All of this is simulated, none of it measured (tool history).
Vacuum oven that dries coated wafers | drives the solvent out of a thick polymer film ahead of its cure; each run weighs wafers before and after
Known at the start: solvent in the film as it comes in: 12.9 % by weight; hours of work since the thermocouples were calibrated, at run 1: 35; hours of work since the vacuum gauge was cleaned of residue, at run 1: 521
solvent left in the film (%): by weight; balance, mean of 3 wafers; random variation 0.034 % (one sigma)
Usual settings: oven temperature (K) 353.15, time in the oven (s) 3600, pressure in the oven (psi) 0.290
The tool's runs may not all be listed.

run	hour	oven temperature (K)	time in the oven (s)	pressure in the oven (psi)	hours of work since the thermocouples were calibrated	hours of work since the vacuum gauge was cleaned of residue	solvent left in the film (%)
1	0.0	353.15	3600	0.290	35	521	3.81
2	25.4	353.15	3600	0.290	48	534	3.88
3	59.5	353.15	3600	0.290	64	550	3.81
4	91.7	353.15	3600	0.290	80	566	3.85
5	140.7	353.15	3600	0.290	104	590	3.82
6	183.7	353.15	3600	0.290	125	611	3.85
7	212.8	353.15	3600	0.290	139	625	3.83
8	248.0	353.15	3600	0.290	156	642	3.91
9	268.6	353.15	3600	0.290	166	652	3.86
10	302.3	353.15	3600	0.290	182	668	3.95
11	335.6	353.15	3600	0.290	198	684	3.84
12	358.4	356.15	3600	0.290	210	696	3.35
13	399.3	356.15	3960	0.290	229	715	3.10
14	425.0	356.15	3960	0.290	242	728	3.10
15	445.5	356.15	3960	0.290	252	738	3.10
16	482.0	338.15	3960	0.290	270	756	6.88
17	523.1	338.15	3960	0.290	290	776	6.90
18	568.8	359.15	3600	0.535	312	798	4.04
19	591.0	359.15	3600	0.535	323	809	4.11
20	613.3	363.15	2760	1.096	334	820	6.30
21	640.7	363.15	2760	1.096	347	833	6.32
22	667.5	350.15	3600	0.455	360	846	5.55
# hour 671.6: oven's thermocouples calibrated
23	691.9	350.15	3600	0.455	10	857	5.68
24	735.4	350.15	3600	0.455	31	878	5.65
25	771.6	350.15	3600	0.455	49	896	5.77
26	792.0	348.15	3600	1.159	59	905	10.98
27	824.9	365.15	6360	0.290	75	921	1.53
28	870.3	365.15	6360	0.290	97	944	1.57
29	892.7	365.15	6360	0.373	108	954	1.95
30	913.3	341.15	5400	0.309	118	964	5.70
31	934.1	341.15	5400	0.309	128	975	5.77
# hour 966.3: oven's thermocouples calibrated, once more
32	980.6	353.15	3780	0.437	7	996	4.61
33	1026.3	353.15	3780	0.437	29	1018	4.59

Hidden state or all else? Some run-to-run changes of solvent left in the film (%), split into what the settings, what came in and random variation would give without the hidden state, and what is left for the hidden state (with any gauge scatter that isn't in both results):
The hidden state here: true wafer temperature over the reading, C; true pressure over the reading, kPa; drift of the gauge itself on solvent_pct, %.
Run 15 -> 16: oven temperature (K) 356.15 -> 338.15. solvent left in the film (%) +3.78: hidden state +0.14, all else +3.64.
Run 25 -> 26: oven temperature (K) 350.15 -> 348.15, pressure in the oven (psi) 0.455 -> 1.159. solvent left in the film (%) +5.21: hidden state +0.13, all else +5.08.
Run 26 -> 27: oven temperature (K) 348.15 -> 365.15, time in the oven (s) 3600 -> 6360, pressure in the oven (psi) 1.159 -> 0.290. solvent left in the film (%) -9.45: hidden state -0.32, all else -9.13.
Run 29 -> 30: oven temperature (K) 365.15 -> 341.15, time in the oven (s) 6360 -> 5400, pressure in the oven (psi) 0.373 -> 0.309. solvent left in the film (%) +3.75: hidden state +0.32, all else +3.43.
Run 31 -> 32: oven temperature (K) 341.15 -> 353.15, time in the oven (s) 5400 -> 3780, pressure in the oven (psi) 0.309 -> 0.437, oven's thermocouples calibrated, once more. solvent left in the film (%) -1.16: hidden state -0.33, all else -0.83.
